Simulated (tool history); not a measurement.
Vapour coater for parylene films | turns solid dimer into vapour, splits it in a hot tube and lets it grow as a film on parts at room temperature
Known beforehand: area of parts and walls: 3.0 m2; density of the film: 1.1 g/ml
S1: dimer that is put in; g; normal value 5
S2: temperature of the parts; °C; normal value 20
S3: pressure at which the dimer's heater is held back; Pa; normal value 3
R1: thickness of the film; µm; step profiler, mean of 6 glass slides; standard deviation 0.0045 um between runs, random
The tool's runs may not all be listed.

run   hour  S1  S2     S3     R1
  1      0   5  20      3  0.995
  2   16.8   5  20      3  0.998
  3   31.3   5  20      3  0.994
  4   50.3   5  20      3  0.983
  5     74   8  20      3  1.582
  6   99.7   5  20   2.57  0.999
  7  121.1   5  20   2.57  0.994
  8  145.7   5  20   2.57  1.007
  9  159.5   5  20   2.57  1.006
 10  177.4   5  20   2.57  0.993
 11  191.6   5  30      3  0.675
 12  207.7   5  30      3   0.68
 13  230.3   5  30      3  0.681
 14  248.2   5  15      3  1.167
 15  259.3   6  15      3  1.386
     262.6  -- table's thermometer calibrated
 16  274.5   6  15      3  1.391
     290.4  -- trap's valve overhauled
 17  296.4   5  27      3  0.802
 18    308   5  27      3  0.803
 19  320.2   5  20   6.48  0.957
       325  -- table's thermometer calibrated, once more
 20  340.6   4  18  10.83   0.75
 21  367.2   8  17      3  1.763
 22  391.8   4  15  10.91  0.838
 23  405.8   4  15  10.91  0.842
 24  417.4   4  17    4.3  0.849
 25  434.7   4  17    4.3  0.846
 26  447.9   9  20   10.2  1.567
 27  464.8   3  26      3  0.479
 28  487.8   4  31      3  0.532
 29  502.2   4  31      3  0.523
 30  513.4   4  31      3  0.527
 31    537   5  15    2.2  1.216

Below are 3 alternative next runs, each starting from the tool's condition after run 31. Predict each:
  A   561   5  16  2.97   ?
  B   561   2  15   2.2   ?
  C   561   2  28  7.47   ?

run     R1
  A   1.13
  B  0.493
  C  0.266
What these runs would have given with no unlogged condition in the tool:
run     R1
  A  1.165
  B  0.508
  C  0.275

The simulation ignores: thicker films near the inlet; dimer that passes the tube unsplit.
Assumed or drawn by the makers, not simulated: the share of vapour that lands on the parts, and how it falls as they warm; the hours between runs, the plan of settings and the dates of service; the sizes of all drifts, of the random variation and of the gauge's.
